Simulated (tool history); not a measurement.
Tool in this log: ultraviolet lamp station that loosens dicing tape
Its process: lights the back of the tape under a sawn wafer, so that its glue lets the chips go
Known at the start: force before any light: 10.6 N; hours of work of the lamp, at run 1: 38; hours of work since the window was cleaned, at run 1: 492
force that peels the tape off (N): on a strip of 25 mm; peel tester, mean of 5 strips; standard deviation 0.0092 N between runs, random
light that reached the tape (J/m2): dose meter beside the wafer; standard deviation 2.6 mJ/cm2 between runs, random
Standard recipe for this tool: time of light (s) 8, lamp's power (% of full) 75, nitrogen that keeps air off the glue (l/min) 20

run,hour,time of light (s),lamp's power (% of full),nitrogen that keeps air off the glue (l/min),hours of work of the lamp,hours of work since the window was cleaned,force that peels the tape off (N),light that reached the tape (J/m2)
1,0.0,8,75,20,38,492,0.389,3270
2,7.3,8,75,20,43,497,0.379,3320
3,17.7,8,75,37,50,504,0.267,3270
4,23.3,8,97,20,54,508,0.228,4300
5,29.4,8,75,34,58,512,0.272,3260
6,35.1,8,75,34,62,516,0.280,3260
7,42.0,8,75,34,67,521,0.272,3380
8,55.2,8,75,34,76,530,0.268,3310
9,66.5,8,75,34,84,537,0.278,3280
10,77.9,8,75,34,91,545,0.270,3290
11,83.6,8,75,34,95,549,0.281,3360
12,89.0,8,75,20,99,553,0.392,3300
13,100.0,8,75,28,106,560,0.312,3340
14,110.7,7,100,39,114,567,0.208,3890
15,116.6,8,97,25,118,572,0.206,4200
16,124.2,5,98,20,123,577,0.602,2690
17,133.0,14,75,20,129,583,0.175,5740
18,144.6,14,75,20,137,591,0.182,5760
19,154.6,16,88,6,144,597,0.196,7740
20,164.4,16,61,14,150,604,0.205,5340
21,170.1,8,61,36,154,608,0.416,2640
22,181.8,15,75,20,162,616,0.179,6190
23,191.8,15,75,20,169,623,0.168,6240
24,202.1,15,75,20,176,630,0.175,6170
25,214.4,9,91,21,185,638,0.224,4500

Predict each of these 3 candidate next runs independently; none follows another, all start after run 25:
A,227.6,12,91,21,194,647,?,?
B,227.6,5,81,25,194,647,?,?
C,227.6,9,91,22,194,647,?,?

run,force that peels the tape off (N),light that reached the tape (J/m2)
A,0.179,5990
B,0.828,2240
C,0.211,4490
Had the tool no hidden state, the same runs would have come out as:
run,force that peels the tape off (N),light that reached the tape (J/m2)
A,0.179,6000
B,0.824,2250
C,0.211,4500

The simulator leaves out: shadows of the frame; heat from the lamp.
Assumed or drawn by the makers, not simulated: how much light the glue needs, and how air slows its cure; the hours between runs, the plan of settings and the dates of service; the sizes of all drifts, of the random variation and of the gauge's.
